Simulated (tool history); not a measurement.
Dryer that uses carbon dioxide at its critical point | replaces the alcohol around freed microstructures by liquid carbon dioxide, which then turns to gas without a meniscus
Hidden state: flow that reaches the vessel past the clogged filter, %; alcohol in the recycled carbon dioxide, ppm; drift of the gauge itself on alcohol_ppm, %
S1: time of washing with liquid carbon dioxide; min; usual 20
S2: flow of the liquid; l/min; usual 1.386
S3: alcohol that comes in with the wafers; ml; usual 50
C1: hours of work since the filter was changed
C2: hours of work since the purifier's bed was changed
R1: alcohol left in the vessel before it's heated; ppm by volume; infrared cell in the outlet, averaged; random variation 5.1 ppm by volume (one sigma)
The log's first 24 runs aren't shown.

Run 25, hour 224.6: usual settings but S1 24 min, S2 1.91 l/min, S3 42 ml; C1 156; C2 185. Result: R1 32 ppm by volume.
Run 26, hour 235.5: usual settings but S1 24 min, S2 1.91 l/min, S3 42 ml; C1 161; C2 190. Result: R1 30 ppm by volume.
Run 27, hour 246.4: usual settings but S1 16 min, S3 64 ml; C1 166; C2 195. Result: R1 351 ppm by volume.
Run 28, hour 252.4: usual settings but S1 16 min, S3 64 ml; C1 168; C2 198. Result: R1 340 ppm by volume.
Run 29, hour 263.6: usual settings but S1 26 min, S2 1.98 l/min; C1 173; C2 203. Result: R1 38 ppm by volume.
Run 30, hour 269.1: usual settings but S1 26 min, S2 0.86 l/min, S3 114 ml; C1 176; C2 205. Result: R1 557 ppm by volume.
Run 31, hour 278.5: usual settings but S2 1.29 l/min, S3 37 ml; C1 180; C2 209. Result: R1 125 ppm by volume.
Run 32, hour 287.2: usual settings but S1 19 min, S2 1.42 l/min; C1 184; C2 213. Result: R1 143 ppm by volume.
Run 33, hour 297.9: usual settings but S1 29 min, S2 1.11 l/min, S3 115 ml; C1 188; C2 218. Result: R1 133 ppm by volume.

5 ways to go on from here, each from the tool as it stands after run 33. What would each give?
Run A, hour 303.8: usual settings but S1 22 min, S2 1.73 l/min, S3 30 ml; C1 191; C2 220. Result: R1 ?.
Run B, hour 303.8: usual settings but S1 19 min, S2 1.43 l/min, S3 81 ml; C1 191; C2 220. Result: R1 ?.
Run C, hour 303.8: usual settings but S2 1.56 l/min, S3 115 ml; C1 191; C2 220. Result: R1 ?.
Run D, hour 303.8: usual settings but S1 18 min, S2 1.18 l/min; C1 191; C2 220. Result: R1 ?.
Run E, hour 303.8: usual settings but S1 16 min, S2 1.92 l/min, S3 45 ml; C1 191; C2 220. Result: R1 ?.

run   R1
  A   49
  B  210
  C  155
  D  335
  E   86
Without the tool's hidden state the same runs would have given:
run   R1
  A   13
  B  118
  C   74
  D  218
  E   33
